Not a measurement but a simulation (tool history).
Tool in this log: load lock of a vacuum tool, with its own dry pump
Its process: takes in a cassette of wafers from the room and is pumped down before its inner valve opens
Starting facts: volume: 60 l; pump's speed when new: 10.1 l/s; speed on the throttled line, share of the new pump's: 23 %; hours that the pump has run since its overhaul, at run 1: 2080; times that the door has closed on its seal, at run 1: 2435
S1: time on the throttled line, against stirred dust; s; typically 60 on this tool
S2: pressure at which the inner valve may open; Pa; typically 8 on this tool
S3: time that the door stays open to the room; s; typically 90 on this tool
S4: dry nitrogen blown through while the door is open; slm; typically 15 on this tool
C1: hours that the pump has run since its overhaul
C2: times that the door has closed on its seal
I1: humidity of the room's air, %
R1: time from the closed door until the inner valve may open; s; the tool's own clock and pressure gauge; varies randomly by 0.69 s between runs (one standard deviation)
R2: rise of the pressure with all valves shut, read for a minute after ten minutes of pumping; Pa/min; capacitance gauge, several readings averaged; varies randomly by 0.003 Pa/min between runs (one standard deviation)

run 1 hour=0.0 | S1=60 S2=8 S3=90 S4=15 | C1=2080 C2=2435 | I1=46.0 | R1=103.0 R2=0.048
run 2 hour=63.4 | S1=60 S2=8 S3=90 S4=15 | C1=2143 C2=2602 | I1=46.2 | R1=103.8 R2=0.049
run 3 hour=148.2 | S1=60 S2=8 S3=90 S4=15 | C1=2228 C2=2825 | I1=46.1 | R1=104.3 R2=0.056
run 4 hour=284.7 | S1=60 S2=8 S3=90 S4=15 | C1=2364 C2=3185 | I1=45.5 | R1=103.0 R2=0.054
run 5 hour=420.9 | S1=41 S2=8 S3=90 S4=15 | C1=2500 C2=3543 | I1=44.2 | R1=89.6 R2=0.064
run 6 hour=491.1 | S1=41 S2=8 S3=90 S4=15 | C1=2571 C2=3728 | I1=46.8 | R1=89.8 R2=0.060
run 7 hour=607.1 | S1=60 S2=8 S3=90 S4=15 | C1=2687 C2=4033 | I1=44.0 | R1=104.5 R2=0.064
run 8 hour=693.8 | S1=39 S2=8 S3=90 S4=15 | C1=2773 C2=4261 | I1=46.6 | R1=88.0 R2=0.067
run 9 hour=777.2 | S1=39 S2=8 S3=90 S4=15 | C1=2857 C2=4481 | I1=46.1 | R1=88.7 R2=0.072
run 10 hour=904.1 | S1=39 S2=8 S3=90 S4=15 | C1=2984 C2=4815 | I1=43.4 | R1=89.7 R2=0.077
run 11 hour=966.3 | S1=39 S2=8 S3=90 S4=15 | C1=3046 C2=4979 | I1=45.8 | R1=89.1 R2=0.080
run 12 hour=1098.9 | S1=60 S2=8 S3=69 S4=15 | C1=3178 C2=5328 | I1=44.0 | R1=104.6 R2=0.075
run 13 hour=1211.8 | S1=60 S2=8 S3=90 S4=15 | C1=3291 C2=5625 | I1=46.1 | R1=105.9 R2=0.087
run 14 hour=1311.6 | S1=60 S2=8 S3=90 S4=15 | C1=3391 C2=5887 | I1=48.4 | R1=105.1 R2=0.087
run 15 hour=1379.7 | S1=60 S2=9 S3=105 S4=15 | C1=3459 C2=6067 | I1=44.8 | R1=103.5 R2=0.092

Expected results for the next run?
run 16 hour=1457.3 | S1=111 S2=15 S3=90 S4=15 | C1=3537 C2=6271 | I1=42.9 | R1=? R2=?

Run 16 yielded R1 138.8 s, R2 0.090 Pa/min.
Were there no unlogged condition in the tool, this run, its random variation unchanged, would have produced R1 137.7 s, R2 0.032 Pa/min.

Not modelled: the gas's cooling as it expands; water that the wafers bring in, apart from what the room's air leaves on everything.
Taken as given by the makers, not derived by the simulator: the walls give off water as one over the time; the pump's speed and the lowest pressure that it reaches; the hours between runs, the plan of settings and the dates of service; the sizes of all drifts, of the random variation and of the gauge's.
